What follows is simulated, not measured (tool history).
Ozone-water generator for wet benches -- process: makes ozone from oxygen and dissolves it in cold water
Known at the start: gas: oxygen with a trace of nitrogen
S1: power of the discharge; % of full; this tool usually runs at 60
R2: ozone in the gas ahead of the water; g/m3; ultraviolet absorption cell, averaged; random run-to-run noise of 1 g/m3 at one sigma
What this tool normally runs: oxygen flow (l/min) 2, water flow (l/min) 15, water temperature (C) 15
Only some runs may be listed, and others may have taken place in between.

Run 1, hour 0: usual settings. Result: dissolved ozone (ppm) 13.6, R2 169.6 g/m3.
Run 2, hour 30.3: usual settings. Result: dissolved ozone (ppm) 13.6, R2 167.1 g/m3.
Run 3, hour 57.9: usual settings. Result: dissolved ozone (ppm) 13.7, R2 169.1 g/m3.
Run 4, hour 78.9: usual settings. Result: dissolved ozone (ppm) 13.6, R2 169.2 g/m3.
Run 5, hour 103.3: usual settings. Result: dissolved ozone (ppm) 13.7, R2 167.4 g/m3.
Run 6, hour 123.3: usual settings. Result: dissolved ozone (ppm) 13.8, R2 168.9 g/m3.
Run 7, hour 141: usual settings. Result: dissolved ozone (ppm) 13.7, R2 168.6 g/m3.
Run 8, hour 164.4: usual settings. Result: dissolved ozone (ppm) 13.6, R2 168.6 g/m3.
Run 9, hour 191: usual settings but S1 83 % of full. Result: dissolved ozone (ppm) 16, R2 203.2 g/m3.
Run 10, hour 218.2: usual settings but oxygen flow (l/min) 1.03. Result: dissolved ozone (ppm) 10.2, R2 214 g/m3.
Run 11, hour 250: usual settings but S1 76 % of full, oxygen flow (l/min) 2.15. Result: dissolved ozone (ppm) 15.9, R2 188.4 g/m3.
Run 12, hour 278: usual settings but oxygen flow (l/min) 1.2, water temperature (C) 10. Result: dissolved ozone (ppm) 11.3, R2 202.8 g/m3.
Run 13, hour 298.8: usual settings but oxygen flow (l/min) 1.2, water temperature (C) 10. Result: dissolved ozone (ppm) 11.3, R2 202.8 g/m3.
Run 14, hour 331.1: usual settings but oxygen flow (l/min) 1.2, water temperature (C) 10. Result: dissolved ozone (ppm) 11.3, R2 200 g/m3.
Run 15, hour 361.5: usual settings but S1 53 % of full, water temperature (C) 11. Result: dissolved ozone (ppm) 13, R2 155.9 g/m3.
Run 16, hour 380.8: usual settings but S1 63 % of full. Result: dissolved ozone (ppm) 13.9, R2 172.3 g/m3.
Run 17, hour 406.5: usual settings but S1 63 % of full. Result: dissolved ozone (ppm) 13.7, R2 171.1 g/m3.
Run 18, hour 434.7: usual settings but S1 63 % of full. Result: dissolved ozone (ppm) 13.9, R2 171.8 g/m3.
Run 19, hour 453: usual settings but S1 63 % of full. Result: dissolved ozone (ppm) 13.8, R2 171.7 g/m3.

Here are 5 independent what-if runs from the current tool condition. What would each one return?
Run A, hour 477.5: usual settings but S1 84 % of full, water flow (l/min) 23, water temperature (C) 8. Result: dissolved ozone (ppm) ?, R2 ?.
Run B, hour 477.5: usual settings but S1 63 % of full, oxygen flow (l/min) 1.21. Result: dissolved ozone (ppm) ?, R2 ?.
Run C, hour 477.5: usual settings but S1 69 % of full, water flow (l/min) 19. Result: dissolved ozone (ppm) ?, R2 ?.
Run D, hour 477.5: usual settings but S1 75 % of full, oxygen flow (l/min) 1.83, water flow (l/min) 9. Result: dissolved ozone (ppm) ?, R2 ?.
Run E, hour 477.5: usual settings but oxygen flow (l/min) 1.36. Result: dissolved ozone (ppm) ?, R2 ?.

run  dissolved ozone (ppm)     R2
  A                   10.6  202.2
  B                   11.2  206.2
  C                   11.4  180.8
  D                   22.9    195
  E                   11.5  192.2
Without the tool's hidden state the same runs would have given:
run  dissolved ozone (ppm)     R2
  A                   11.5    213
  B                     12  215.6
  C                   12.2  189.5
  D                   24.4  204.8
  E                   12.2  200.5
